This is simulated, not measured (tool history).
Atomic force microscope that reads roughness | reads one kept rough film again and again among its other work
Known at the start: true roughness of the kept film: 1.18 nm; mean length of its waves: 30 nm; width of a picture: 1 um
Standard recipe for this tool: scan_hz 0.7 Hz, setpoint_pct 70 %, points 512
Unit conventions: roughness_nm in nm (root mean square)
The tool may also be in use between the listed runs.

| run | day | scan_hz | setpoint_pct | points | roughness_nm |
|---|---|---|---|---|---|
| 1 | 0 | 0.7 | 70 | 512 | 1.102 |
| 2 | 0.238 | 1.496 | 70 | 512 | 1.047 |
| 3 | 0.592 | 0.7 | 70 | 839 | 1.098 |
| 4 | 0.921 | 0.7 | 70 | 839 | 1.101 |
| 5 | 1.292 | 0.7 | 70 | 512 | 1.099 |
| 6 | 1.604 | 0.7 | 70 | 512 | 1.099 |
|  | 1.717 | new tip fitted |
| 7 | 1.933 | 0.7 | 70 | 512 | 1.098 |
| 8 | 2.354 | 0.7 | 70 | 512 | 1.096 |
| 9 | 2.725 | 0.7 | 70 | 512 | 1.094 |
| 10 | 3.017 | 0.7 | 70 | 733 | 1.098 |
| 11 | 3.308 | 0.7 | 70 | 262 | 1.082 |
| 12 | 3.7 | 0.7 | 70 | 262 | 1.085 |
| 13 | 4.092 | 0.7 | 70 | 262 | 1.08 |
| 14 | 4.325 | 0.7 | 83 | 685 | 1.059 |
| 15 | 4.6 | 0.886 | 58 | 292 | 1.106 |
| 16 | 5.012 | 3.807 | 62 | 540 | 0.997 |
| 17 | 5.404 | 3.807 | 62 | 540 | 1.002 |
| 18 | 5.833 | 3.807 | 62 | 540 | 1 |
| 19 | 6.233 | 3.807 | 62 | 540 | 1.003 |

What will run 20 give?
| 20 | 6.475 | 3.807 | 62 | 540 | ? |

Run 20 came out at roughness_nm 1.001 nm (root mean square).
With the hidden condition absent and the run-to-run variation left alone, this run would have shown roughness_nm 1.002 nm (root mean square).
